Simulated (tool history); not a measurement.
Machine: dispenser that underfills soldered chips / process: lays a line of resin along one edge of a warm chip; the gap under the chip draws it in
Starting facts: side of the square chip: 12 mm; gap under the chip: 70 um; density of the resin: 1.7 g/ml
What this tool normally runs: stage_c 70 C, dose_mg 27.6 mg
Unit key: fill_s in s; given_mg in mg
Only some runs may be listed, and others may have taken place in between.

run,day,stage_c,dose_mg,fill_s,given_mg
1,0,70,27.6,141.9,27.84
# day 0.029: new syringe of resin
2,0.133,70,27.6,123.2,27.68
# day 0.329: new syringe of resin
3,0.329,70,27.6,113,27.53
4,0.508,70,27.6,130.3,27.42
# day 0.625: new syringe of resin
5,0.688,70,27.6,121.4,27.31
6,0.883,70,27.6,142,27.38
# day 0.938: new syringe of resin
7,1.054,70,27.6,120.2,27.45
8,1.221,70,27.3,142.2,27.21
# day 1.25: new syringe of resin
9,1.371,70,27.3,129,27.08
10,1.483,70,27.3,138.8,27.01
# day 1.562: new syringe of resin
11,1.625,70,27.6,117.4,27.2
12,1.742,70,27.6,126.8,26.93
# day 1.867: new syringe of resin
13,1.867,61,27.6,164.2,26.88
14,2.088,61,27.6,191.3,27.12
# day 2.171: new syringe of resin
15,2.267,70,27,121.6,26.84
# day 2.475: new syringe of resin
16,2.488,82,27.6,72,26.86
17,2.638,82,27.6,82.1,26.68
# day 2.775: new syringe of resin
18,2.871,82,27.6,77.2,26.96
# day 3.079: new syringe of resin
19,3.121,69,34.7,119.5,33.75
20,3.304,76,29,104.2,28.1
# day 3.388: new syringe of resin
21,3.492,76,29,96.2,27.82
22,3.621,56,24.7,243.5,23.86
# day 3.696: new syringe of resin
23,3.808,70,32.4,124.1,31.25
# day 3.996: new syringe of resin
24,3.996,78,32.4,81.6,31.3
25,4.171,57,35.8,214.3,34.15
# day 4.308: new syringe of resin
26,4.396,57,35.8,200,34.09
# day 4.488: dispensing valve cleaned and set on the balance
# day 4.662: new syringe of resin
27,4.679,70,35.8,115.8,35.83
28,4.875,66,34.9,154.7,34.94
# day 4.971: new syringe of resin
29,5.042,61,27.6,173.8,27.65
30,5.183,81,29,88.1,28.67
# day 5.283: new syringe of resin
31,5.383,63,31.5,157.7,31.06
# day 5.583: new syringe of resin
32,5.629,72,35.1,105.6,34.6
33,5.825,67,29,152.7,28.55
# day 5.888: new syringe of resin
34,5.954,57,24.2,202.1,23.74
35,6.121,84,24.2,78.4,23.84
# day 6.188: new syringe of resin
36,6.258,61,32.4,170,31.68

Measured minus without-hidden-state, run by run (identical run-to-run variation in each term; gauge scatter may differ):
Unlogged tool condition in this case: resin's viscosity, % of fresh resin's; dose that the valve gives, % of what is set; true chip temperature over the reading, C; drift of the gauge itself on fill_s, %; drift of the gauge itself on given_mg, %.
run,fill_s,given_mg
1,+27.6,+0.07
2,+7.6,+0.04
3,-0.7,-0.03
4,+16.6,-0.07
5,+6.4,-0.12
6,+26.9,-0.19
7,+8.3,-0.24
8,+25.9,-0.29
9,+11.8,-0.32
10,+23.5,-0.36
11,+3.4,-0.39
12,+14.7,-0.43
13,-3.3,-0.46
14,+27.4,-0.53
15,+7.7,-0.57
16,-0.7,-0.63
17,+8.6,-0.69
18,+3.9,-0.76
19,+2.1,-1.03
20,+15.7,-0.93
21,+5.1,-0.98
22,+35.6,-0.87
23,+9,-1.2
24,-2.2,-1.27
25,+21.8,-1.46
26,+5.8,-1.54
27,-0.7,-0.01
28,+21.8,-0.08
29,+4.4,-0.1
30,+11.6,-0.16
31,+6.4,-0.24
32,+0.7,-0.35
33,+22.9,-0.35
34,+0.1,-0.33
35,+10.1,-0.38
36,+2.5,-0.54
